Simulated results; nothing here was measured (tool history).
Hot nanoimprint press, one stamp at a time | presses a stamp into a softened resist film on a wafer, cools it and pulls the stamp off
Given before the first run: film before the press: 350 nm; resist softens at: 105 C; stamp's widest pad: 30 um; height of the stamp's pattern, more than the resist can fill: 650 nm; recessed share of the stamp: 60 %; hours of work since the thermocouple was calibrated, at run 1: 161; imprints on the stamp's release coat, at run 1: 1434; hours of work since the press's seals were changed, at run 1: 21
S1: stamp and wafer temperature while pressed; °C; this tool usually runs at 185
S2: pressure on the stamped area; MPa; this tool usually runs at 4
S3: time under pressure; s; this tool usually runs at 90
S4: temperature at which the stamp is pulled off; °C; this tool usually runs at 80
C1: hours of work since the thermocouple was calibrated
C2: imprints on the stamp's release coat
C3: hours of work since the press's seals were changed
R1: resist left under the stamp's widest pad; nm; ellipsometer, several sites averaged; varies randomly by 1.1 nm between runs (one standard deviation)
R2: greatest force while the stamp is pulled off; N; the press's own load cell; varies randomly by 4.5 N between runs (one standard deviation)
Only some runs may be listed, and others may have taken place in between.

run 1 day=0 | S1=185 S2=4 S3=90 S4=80 | C1=161 C2=1434 C3=21 | R1=174.7 R2=315
run 2 day=0.621 | S1=185 S2=4 S3=90 S4=80 | C1=167 C2=1470 C3=28 | R1=172 R2=328
run 3 day=1.038 | S1=185 S2=4 S3=90 S4=80 | C1=171 C2=1495 C3=32 | R1=173 R2=328
run 4 day=1.533 | S1=185 S2=4 S3=90 S4=80 | C1=177 C2=1524 C3=37 | R1=174.2 R2=333
run 5 day=1.892 | S1=185 S2=4 S3=90 S4=80 | C1=180 C2=1545 C3=41 | R1=173 R2=346
run 6 day=2.446 | S1=185 S2=4 S3=90 S4=80 | C1=186 C2=1578 C3=47 | R1=173.6 R2=339
run 7 day=3.058 | S1=185 S2=4.02 S3=90 S4=80 | C1=193 C2=1614 C3=54 | R1=171.9 R2=350
run 8 day=3.679 | S1=185 S2=4 S3=90 S4=80 | C1=199 C2=1651 C3=60 | R1=176.2 R2=342
run 9 day=4.025 | S1=185 S2=4 S3=107 S4=80 | C1=203 C2=1672 C3=64 | R1=164 R2=346
run 10 day=4.529 | S1=185 S2=4 S3=90 S4=80 | C1=208 C2=1701 C3=69 | R1=172.7 R2=346
run 11 day=5.008 | S1=185 S2=4 S3=90 S4=80 | C1=213 C2=1730 C3=74 | R1=172.1 R2=354
run 12 day=5.588 | S1=185 S2=4 S3=90 S4=80 | C1=219 C2=1764 C3=80 | R1=174 R2=369
run 13 day=6.088 | S1=185 S2=3.66 S3=90 S4=80 | C1=225 C2=1794 C3=85 | R1=180.3 R2=362
run 14 day=6.704 | S1=185 S2=4 S3=70 S4=80 | C1=231 C2=1830 C3=92 | R1=190.8 R2=359
run 15 day=7.221 | S1=185 S2=4 S3=47 S4=80 | C1=237 C2=1860 C3=97 | R1=215.1 R2=359
-- day=7.817 stamp cleaned and given a new release coat
run 16 day=8.004 | S1=185 S2=4.07 S3=47 S4=80 | C1=242 C2=11 C3=103 | R1=212.6 R2=221
run 17 day=8.642 | S1=176 S2=6.24 S3=47 S4=75 | C1=249 C2=49 C3=110 | R1=248.5 R2=240
run 18 day=8.971 | S1=197 S2=6.24 S3=47 S4=83 | C1=252 C2=68 C3=113 | R1=112.6 R2=210
run 19 day=9.267 | S1=197 S2=6.24 S3=47 S4=83 | C1=256 C2=86 C3=116 | R1=111.4 R2=214
run 20 day=9.792 | S1=185 S2=4 S3=69 S4=76 | C1=261 C2=117 C3=122 | R1=192.2 R2=250
run 21 day=10.067 | S1=196 S2=3.37 S3=66 S4=78 | C1=264 C2=133 C3=125 | R1=138.5 R2=241
run 22 day=10.35 | S1=196 S2=4.41 S3=99 S4=75 | C1=267 C2=150 C3=128 | R1=101.9 R2=252
run 23 day=10.888 | S1=185 S2=4 S3=88 S4=65 | C1=273 C2=182 C3=133 | R1=179.5 R2=301
run 24 day=11.25 | S1=196 S2=2.48 S3=148 S4=80 | C1=277 C2=203 C3=137 | R1=115.1 R2=243
run 25 day=11.779 | S1=196 S2=2.48 S3=148 S4=80 | C1=282 C2=234 C3=143 | R1=116.2 R2=239
run 26 day=12.183 | S1=196 S2=2.48 S3=148 S4=80 | C1=286 C2=258 C3=147 | R1=115.2 R2=236
run 27 day=12.492 | S1=190 S2=4 S3=90 S4=66 | C1=290 C2=276 C3=150 | R1=143.8 R2=310

4 ways to go on from here, each from the tool as it stands after run 27. What would each give?
run A day=12.921 | S1=185 S2=3.1 S3=90 S4=80 | C1=294 C2=302 C3=155 | R1=? R2=?
run B day=12.921 | S1=190 S2=6.18 S3=90 S4=66 | C1=294 C2=302 C3=155 | R1=? R2=?
run C day=12.921 | S1=192 S2=4 S3=90 S4=68 | C1=294 C2=302 C3=155 | R1=? R2=?
run D day=12.921 | S1=189 S2=3.22 S3=141 S4=66 | C1=294 C2=302 C3=155 | R1=? R2=?

run=A R1=197.7 R2=248
run=B R1=116.6 R2=306
run=C R1=133.1 R2=295
run=D R1=140.5 R2=311
With no hidden state in the tool, these same runs would have given:
run=A R1=186.4 R2=221
run=B R1=108.4 R2=274
run=C R1=124.6 R2=264
run=D R1=131.5 R2=278
